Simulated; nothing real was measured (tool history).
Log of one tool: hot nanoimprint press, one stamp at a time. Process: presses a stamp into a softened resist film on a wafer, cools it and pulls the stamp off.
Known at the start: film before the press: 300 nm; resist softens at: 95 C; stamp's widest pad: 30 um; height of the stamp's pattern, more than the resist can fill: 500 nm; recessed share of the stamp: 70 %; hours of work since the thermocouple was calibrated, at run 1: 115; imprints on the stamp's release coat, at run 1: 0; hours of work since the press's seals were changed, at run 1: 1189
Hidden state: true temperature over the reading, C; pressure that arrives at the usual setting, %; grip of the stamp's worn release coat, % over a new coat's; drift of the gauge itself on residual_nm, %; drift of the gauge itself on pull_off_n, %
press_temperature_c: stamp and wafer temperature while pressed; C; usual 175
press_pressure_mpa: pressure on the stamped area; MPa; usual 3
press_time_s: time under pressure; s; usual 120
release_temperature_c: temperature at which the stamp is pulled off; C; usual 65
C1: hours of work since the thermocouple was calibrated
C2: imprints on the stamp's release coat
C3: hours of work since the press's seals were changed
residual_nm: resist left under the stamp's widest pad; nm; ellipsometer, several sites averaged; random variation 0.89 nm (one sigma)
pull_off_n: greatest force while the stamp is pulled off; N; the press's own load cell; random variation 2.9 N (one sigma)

{"run": 1, "hour": 0.0, "press_temperature_c": 175, "press_pressure_mpa": 3, "press_time_s": 120, "release_temperature_c": 65, "C1": 115, "C2": 0, "C3": 1189, "residual_nm": 122.5, "pull_off_n": 132}
{"run": 2, "hour": 24.9, "press_temperature_c": 175, "press_pressure_mpa": 3, "press_time_s": 120, "release_temperature_c": 65, "C1": 133, "C2": 59, "C3": 1207, "residual_nm": 123.9, "pull_off_n": 136}
{"hour": 46.9, "done": "press's hydraulic seals changed and the load cell set to zero"}
{"run": 3, "hour": 79.1, "press_temperature_c": 175, "press_pressure_mpa": 3, "press_time_s": 120, "release_temperature_c": 65, "C1": 166, "C2": 168, "C3": 23, "residual_nm": 122.9, "pull_off_n": 134}
{"run": 4, "hour": 114.2, "press_temperature_c": 175, "press_pressure_mpa": 2.1, "press_time_s": 120, "release_temperature_c": 65, "C1": 192, "C2": 251, "C3": 49, "residual_nm": 143.7, "pull_off_n": 137}
{"run": 5, "hour": 146.2, "press_temperature_c": 181, "press_pressure_mpa": 2.1, "press_time_s": 120, "release_temperature_c": 65, "C1": 215, "C2": 326, "C3": 72, "residual_nm": 125.9, "pull_off_n": 133}
{"run": 6, "hour": 191.0, "press_temperature_c": 175, "press_pressure_mpa": 3, "press_time_s": 120, "release_temperature_c": 65, "C1": 247, "C2": 432, "C3": 105, "residual_nm": 122.9, "pull_off_n": 136}
{"run": 7, "hour": 224.5, "press_temperature_c": 175, "press_pressure_mpa": 3, "press_time_s": 120, "release_temperature_c": 65, "C1": 272, "C2": 511, "C3": 129, "residual_nm": 123.8, "pull_off_n": 135}
{"run": 8, "hour": 279.1, "press_temperature_c": 175, "press_pressure_mpa": 3, "press_time_s": 120, "release_temperature_c": 65, "C1": 311, "C2": 640, "C3": 168, "residual_nm": 123.9, "pull_off_n": 131}
{"hour": 290.2, "done": "stamp cleaned and given a new release coat"}
{"run": 9, "hour": 338.0, "press_temperature_c": 175, "press_pressure_mpa": 3.5, "press_time_s": 120, "release_temperature_c": 65, "C1": 350, "C2": 112, "C3": 207, "residual_nm": 113.5, "pull_off_n": 131}
{"run": 10, "hour": 372.8, "press_temperature_c": 175, "press_pressure_mpa": 3.5, "press_time_s": 120, "release_temperature_c": 65, "C1": 375, "C2": 195, "C3": 232, "residual_nm": 114.5, "pull_off_n": 127}
{"run": 11, "hour": 398.8, "press_temperature_c": 175, "press_pressure_mpa": 3.5, "press_time_s": 120, "release_temperature_c": 65, "C1": 394, "C2": 256, "C3": 251, "residual_nm": 114.9, "pull_off_n": 137}
{"run": 12, "hour": 446.4, "press_temperature_c": 175, "press_pressure_mpa": 3.7, "press_time_s": 120, "release_temperature_c": 65, "C1": 428, "C2": 368, "C3": 285, "residual_nm": 111.1, "pull_off_n": 137}
{"run": 13, "hour": 477.4, "press_temperature_c": 182, "press_pressure_mpa": 3, "press_time_s": 192, "release_temperature_c": 65, "C1": 451, "C2": 441, "C3": 308, "residual_nm": 86.2, "pull_off_n": 140}
{"run": 14, "hour": 514.9, "press_temperature_c": 175, "press_pressure_mpa": 3, "press_time_s": 120, "release_temperature_c": 59, "C1": 478, "C2": 530, "C3": 335, "residual_nm": 123.5, "pull_off_n": 144}
{"run": 15, "hour": 553.4, "press_temperature_c": 175, "press_pressure_mpa": 2.94, "press_time_s": 120, "release_temperature_c": 65, "C1": 506, "C2": 620, "C3": 363, "residual_nm": 123.6, "pull_off_n": 132}
{"hour": 572.3, "done": "stamp cleaned and given a new release coat"}
{"run": 16, "hour": 591.5, "press_temperature_c": 175, "press_pressure_mpa": 3, "press_time_s": 61, "release_temperature_c": 65, "C1": 529, "C2": 45, "C3": 386, "residual_nm": 157.6, "pull_off_n": 136}
{"hour": 609.6, "done": "plate thermocouple calibrated"}
{"run": 17, "hour": 628.4, "press_temperature_c": 175, "press_pressure_mpa": 3, "press_time_s": 61, "release_temperature_c": 65, "C1": 14, "C2": 125, "C3": 411, "residual_nm": 155.3, "pull_off_n": 136}
{"run": 18, "hour": 679.2, "press_temperature_c": 175, "press_pressure_mpa": 3, "press_time_s": 61, "release_temperature_c": 65, "C1": 51, "C2": 245, "C3": 448, "residual_nm": 158, "pull_off_n": 137}
{"run": 19, "hour": 723.2, "press_temperature_c": 175, "press_pressure_mpa": 4.63, "press_time_s": 61, "release_temperature_c": 68, "C1": 82, "C2": 349, "C3": 480, "residual_nm": 129, "pull_off_n": 130}
{"run": 20, "hour": 758.2, "press_temperature_c": 175, "press_pressure_mpa": 4.63, "press_time_s": 61, "release_temperature_c": 68, "C1": 108, "C2": 431, "C3": 505, "residual_nm": 129, "pull_off_n": 128}
{"run": 21, "hour": 804.2, "press_temperature_c": 175, "press_pressure_mpa": 4.63, "press_time_s": 61, "release_temperature_c": 68, "C1": 141, "C2": 540, "C3": 538, "residual_nm": 129.7, "pull_off_n": 134}
{"run": 22, "hour": 832.0, "press_temperature_c": 175, "press_pressure_mpa": 4.63, "press_time_s": 61, "release_temperature_c": 68, "C1": 161, "C2": 606, "C3": 559, "residual_nm": 127.6, "pull_off_n": 130}
{"hour": 855.8, "done": "stamp cleaned and given a new release coat"}
{"run": 23, "hour": 890.9, "press_temperature_c": 175, "press_pressure_mpa": 4.63, "press_time_s": 61, "release_temperature_c": 68, "C1": 200, "C2": 82, "C3": 597, "residual_nm": 128.6, "pull_off_n": 129}
{"run": 24, "hour": 941.3, "press_temperature_c": 175, "press_pressure_mpa": 3, "press_time_s": 120, "release_temperature_c": 61, "C1": 236, "C2": 201, "C3": 634, "residual_nm": 122.8, "pull_off_n": 140}

3 ways to go on from here, each from the tool as it stands after run 24. What would each give?
{"run": "A", "hour": 967.4, "press_temperature_c": 186, "press_pressure_mpa": 3, "press_time_s": 120, "release_temperature_c": 54, "C1": 255, "C2": 263, "C3": 652, "residual_nm": "?", "pull_off_n": "?"}
{"run": "B", "hour": 967.4, "press_temperature_c": 175, "press_pressure_mpa": 1.89, "press_time_s": 120, "release_temperature_c": 65, "C1": 255, "C2": 263, "C3": 652, "residual_nm": "?", "pull_off_n": "?"}
{"run": "C", "hour": 967.4, "press_temperature_c": 175, "press_pressure_mpa": 3, "press_time_s": 120, "release_temperature_c": 57, "C1": 255, "C2": 263, "C3": 652, "residual_nm": "?", "pull_off_n": "?"}

run=A residual_nm=93.8 pull_off_n=152
run=B residual_nm=153.1 pull_off_n=139
run=C residual_nm=122.6 pull_off_n=142
Without the tool's hidden state the same runs would have given:
run=A residual_nm=93.7 pull_off_n=152
run=B residual_nm=153 pull_off_n=138
run=C residual_nm=122.4 pull_off_n=142

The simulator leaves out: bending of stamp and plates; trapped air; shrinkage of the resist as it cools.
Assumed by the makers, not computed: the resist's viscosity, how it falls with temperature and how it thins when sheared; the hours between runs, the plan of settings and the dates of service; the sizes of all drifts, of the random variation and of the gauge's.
